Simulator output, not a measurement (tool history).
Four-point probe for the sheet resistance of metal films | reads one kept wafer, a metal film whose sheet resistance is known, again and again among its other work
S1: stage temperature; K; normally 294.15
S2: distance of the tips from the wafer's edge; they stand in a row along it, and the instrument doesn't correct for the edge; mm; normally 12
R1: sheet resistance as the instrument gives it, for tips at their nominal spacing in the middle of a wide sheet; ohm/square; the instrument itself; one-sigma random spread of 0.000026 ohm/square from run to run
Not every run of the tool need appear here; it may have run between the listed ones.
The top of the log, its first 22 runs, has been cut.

run     day      S1  S2        R1
 23  21.083  306.15  29  0.129504
 24  22.204  300.15  31  0.129496
 25  23.225  292.15   5  0.130092
 26  24.488  291.15   5  0.130105
 27  25.833  291.15   5  0.130071
 28  26.788  293.15  12  0.129564
 29  27.529  297.15   5  0.130156
 30  28.717  297.15   5  0.130149
 31  30.133  294.15   4  0.130542
 32  30.812  294.15   4  0.130566
 33  31.992  294.15   4  0.130561
 34  32.696  301.15  12  0.129623
 35  33.333  295.15   5  0.130183
 36  33.988  298.15   4  0.130565
 37  34.658  291.15  12  0.129583
 38  35.912  295.15  25  0.129466

3 ways to go on from here, each from the tool as it stands after run 38. What would each give?
  A  37.204  293.15   4   ?
  B  37.204  306.15  24   ?
  C  37.204  304.15   4   ?

run        R1
  A  0.130522
  B  0.129581
  C  0.130644
With the hidden condition removed and each run's random variation left untouched, the same runs would have given:
run        R1
  A  0.129951
  B  0.129013
  C  0.130072
